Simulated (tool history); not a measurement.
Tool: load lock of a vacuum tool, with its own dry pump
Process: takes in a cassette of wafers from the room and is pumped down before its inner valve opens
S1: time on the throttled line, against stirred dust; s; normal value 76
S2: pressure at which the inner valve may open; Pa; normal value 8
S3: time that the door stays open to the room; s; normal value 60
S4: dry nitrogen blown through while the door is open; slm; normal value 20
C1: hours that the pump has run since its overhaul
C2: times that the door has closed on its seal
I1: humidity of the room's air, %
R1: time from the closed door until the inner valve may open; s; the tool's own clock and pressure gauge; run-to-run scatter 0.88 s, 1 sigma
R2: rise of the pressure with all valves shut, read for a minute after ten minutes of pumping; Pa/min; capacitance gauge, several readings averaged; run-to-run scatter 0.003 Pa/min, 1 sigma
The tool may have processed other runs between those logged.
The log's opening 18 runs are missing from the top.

Run 19, day 143.371: usual settings but S1 128 s, S2 11 Pa, S3 153 s, S4 7 slm; C1 3560; C2 7067; I1 44.8. Result: R1 178.9 s, R2 0.159 Pa/min.
Run 20, day 151.317: usual settings but S1 68 s, S2 11 Pa, S3 114 s, S4 38 slm; C1 3751; C2 7951; I1 45.3. Result: R1 133.5 s, R2 0.097 Pa/min.
Run 21, day 157.271: usual settings but S1 68 s, S2 11 Pa, S3 48 s, S4 38 slm; C1 3893; C2 8613; I1 46.5. Result: R1 133.1 s, R2 0.07 Pa/min.
Run 22, day 166.833: usual settings but S1 68 s, S2 11 Pa, S3 48 s, S4 38 slm; C1 4123; C2 9676; I1 43.7. Result: R1 133.9 s, R2 0.076 Pa/min.
Run 23, day 175.938: usual settings but S1 68 s, S2 11 Pa, S3 48 s, S4 38 slm; C1 4341; C2 10689; I1 44.6. Result: R1 134.4 s, R2 0.09 Pa/min.
Run 24, day 181.588: usual settings but S2 6 Pa, S3 230 s; C1 4477; C2 11317; I1 43.5. Result: R1 144.8 s, R2 0.184 Pa/min.
Run 25, day 188.633: usual settings but S1 40 s, S2 6 Pa, S3 230 s, S4 21 slm; C1 4646; C2 12101; I1 46.5. Result: R1 120.2 s, R2 0.191 Pa/min.
Run 26, day 198.646: usual settings; C1 4886; C2 13214; I1 47.5. Result: R1 144.6 s, R2 0.118 Pa/min.
Run 27, day 204.683: usual settings but S1 92 s, S2 7 Pa, S3 30 s; C1 5031; C2 13886; I1 44.5. Result: R1 156.7 s, R2 0.108 Pa/min.
Run 28, day 214.275: usual settings but S2 11 Pa; C1 5261; C2 14953; I1 42.9. Result: R1 140.5 s, R2 0.134 Pa/min.
Run 29, day 219.425: usual settings but S1 64 s, S3 26 s; C1 5385; C2 15526; I1 47. Result: R1 137.3 s, R2 0.123 Pa/min.
Run 30, day 228.117: usual settings but S1 89 s, S3 113 s, S4 15 slm; C1 5594; C2 16492; I1 45.9. Result: R1 155.1 s, R2 0.181 Pa/min.
Run 31, day 233.275: usual settings but S1 42 s, S2 7 Pa, S3 65 s, S4 40 slm; C1 5717; C2 17066; I1 46.7. Result: R1 121.6 s, R2 0.148 Pa/min.
Run 32, day 242.471: usual settings but S1 43 s, S2 9 Pa, S3 65 s, S4 13 slm; C1 5938; C2 18089; I1 44. Result: R1 120 s, R2 0.17 Pa/min.

Alternative continuations, all from the tool just after run 32; predict every row:
Run A, day 250.871: usual settings but S2 13 Pa, S4 6 slm; C1 6140; C2 19023; I1 48.1. Result: R1 ?, R2 ?.
Run B, day 250.871: usual settings but S1 62 s, S2 12 Pa, S3 230 s, S4 13 slm; C1 6140; C2 19023; I1 44.3. Result: R1 ?, R2 ?.
Run C, day 250.871: usual settings but S1 81 s, S2 9 Pa, S3 65 s, S4 7 slm; C1 6140; C2 19023; I1 44.7. Result: R1 ?, R2 ?.
Run D, day 250.871: usual settings but S1 62 s; C1 6140; C2 19023; I1 42.4. Result: R1 ?, R2 ?.

run     R1     R2
  A  140.1  0.193
  B  131.3  0.276
  C  146.3  0.189
  D  134.2  0.166
With no hidden state in the tool, these same runs would have given:
run     R1     R2
  A  134.2  0.068
  B  124.9   0.15
  C    140  0.064
  D  127.3  0.042
